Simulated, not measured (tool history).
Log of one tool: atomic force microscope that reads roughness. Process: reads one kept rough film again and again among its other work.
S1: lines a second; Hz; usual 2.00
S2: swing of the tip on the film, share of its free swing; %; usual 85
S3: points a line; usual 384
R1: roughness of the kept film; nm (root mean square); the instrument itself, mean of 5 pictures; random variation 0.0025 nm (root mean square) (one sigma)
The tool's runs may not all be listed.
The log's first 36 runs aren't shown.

run,day,S1,S2,S3,R1
37,18.750,0.69,58,318,1.339
38,19.375,0.69,58,318,1.339
39,19.896,0.69,58,318,1.331
40,20.458,0.69,58,318,1.332
41,21.075,0.74,69,463,1.317
42,21.750,0.74,69,463,1.310
43,22.317,0.74,69,368,1.311
44,22.675,0.57,66,797,1.326
45,23.238,0.57,58,305,1.320

Forecast run 46:
46,23.792,1.52,58,305,?

R1: 1.302 nm (root mean square)
Without the tool's hidden state the same run would have given R1 1.328 nm (root mean square).

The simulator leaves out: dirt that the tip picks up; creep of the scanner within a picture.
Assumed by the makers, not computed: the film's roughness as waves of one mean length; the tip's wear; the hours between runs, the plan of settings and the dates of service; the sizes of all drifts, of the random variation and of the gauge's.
